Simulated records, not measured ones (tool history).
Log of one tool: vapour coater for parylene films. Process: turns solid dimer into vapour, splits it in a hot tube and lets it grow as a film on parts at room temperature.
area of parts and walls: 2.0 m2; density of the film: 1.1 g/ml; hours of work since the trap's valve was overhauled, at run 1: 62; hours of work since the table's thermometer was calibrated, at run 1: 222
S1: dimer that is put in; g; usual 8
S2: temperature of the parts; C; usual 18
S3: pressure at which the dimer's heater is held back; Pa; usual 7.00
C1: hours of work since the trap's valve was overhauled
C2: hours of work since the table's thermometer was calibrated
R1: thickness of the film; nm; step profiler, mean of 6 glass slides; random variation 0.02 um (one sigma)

Run 1, hour 0.0: usual settings; C1 62; C2 222. Result: R1 2390 nm.
Run 2, hour 8.4: usual settings but S3 5.40 Pa; C1 66; C2 226. Result: R1 2450 nm.
Run 3, hour 22.8: usual settings but S3 5.40 Pa; C1 74; C2 234. Result: R1 2440 nm.
Run 4, hour 35.8: usual settings but S2 25 C; C1 81; C2 241. Result: R1 1940 nm.
Run 5, hour 49.1: usual settings but S2 25 C; C1 89; C2 249. Result: R1 1900 nm.
Run 6, hour 55.5: usual settings but S3 2.66 Pa; C1 92; C2 252. Result: R1 2670 nm.
Run 7, hour 63.0: usual settings but S3 10.69 Pa; C1 96; C2 256. Result: R1 2200 nm.
Run 8, hour 70.8: usual settings but S3 10.69 Pa; C1 101; C2 261. Result: R1 2190 nm.
Run 9, hour 80.7: usual settings but S1 11 g, S2 15 C, S3 10.08 Pa; C1 106; C2 266. Result: R1 3310 nm.
Run 10, hour 93.3: usual settings but S1 3 g, S3 5.81 Pa; C1 113; C2 273. Result: R1 890 nm.
Run 11, hour 108.4: usual settings but S1 3 g, S3 5.81 Pa; C1 121; C2 281. Result: R1 900 nm.
Run 12, hour 116.1: usual settings but S2 12 C; C1 125; C2 285. Result: R1 2720 nm.
Run 13, hour 122.7: usual settings but S2 12 C; C1 129; C2 289. Result: R1 2750 nm.
Run 14, hour 131.6: usual settings but S1 4 g, S2 12 C; C1 134; C2 294. Result: R1 1390 nm.
Run 15, hour 139.2: usual settings but S1 6 g, S2 11 C, S3 5.42 Pa; C1 138; C2 298. Result: R1 2200 nm.
Run 16, hour 152.7: usual settings but S1 6 g, S2 11 C, S3 5.42 Pa; C1 145; C2 305. Result: R1 2210 nm.

Forecast each of these 5 alternatives for the next run:
Run A, hour 163.2: usual settings but S2 26 C; C1 151; C2 311. Result: R1 ?.
Run B, hour 163.2: usual settings but S1 6 g, S2 11 C, S3 7.60 Pa; C1 151; C2 311. Result: R1 ?.
Run C, hour 163.2: usual settings but S1 6 g; C1 151; C2 311. Result: R1 ?.
Run D, hour 163.2: usual settings but S1 6 g, S2 13 C, S3 5.42 Pa; C1 151; C2 311. Result: R1 ?.
Run E, hour 163.2: usual settings but S2 16 C, S3 4.04 Pa; C1 151; C2 311. Result: R1 ?.

run    R1
  A  1830
  B  2080
  C  1710
  D  2070
  E  2670
Without the tool's hidden state the same runs would have given:
run    R1
  A  1920
  B  2180
  C  1790
  D  2170
  E  2800

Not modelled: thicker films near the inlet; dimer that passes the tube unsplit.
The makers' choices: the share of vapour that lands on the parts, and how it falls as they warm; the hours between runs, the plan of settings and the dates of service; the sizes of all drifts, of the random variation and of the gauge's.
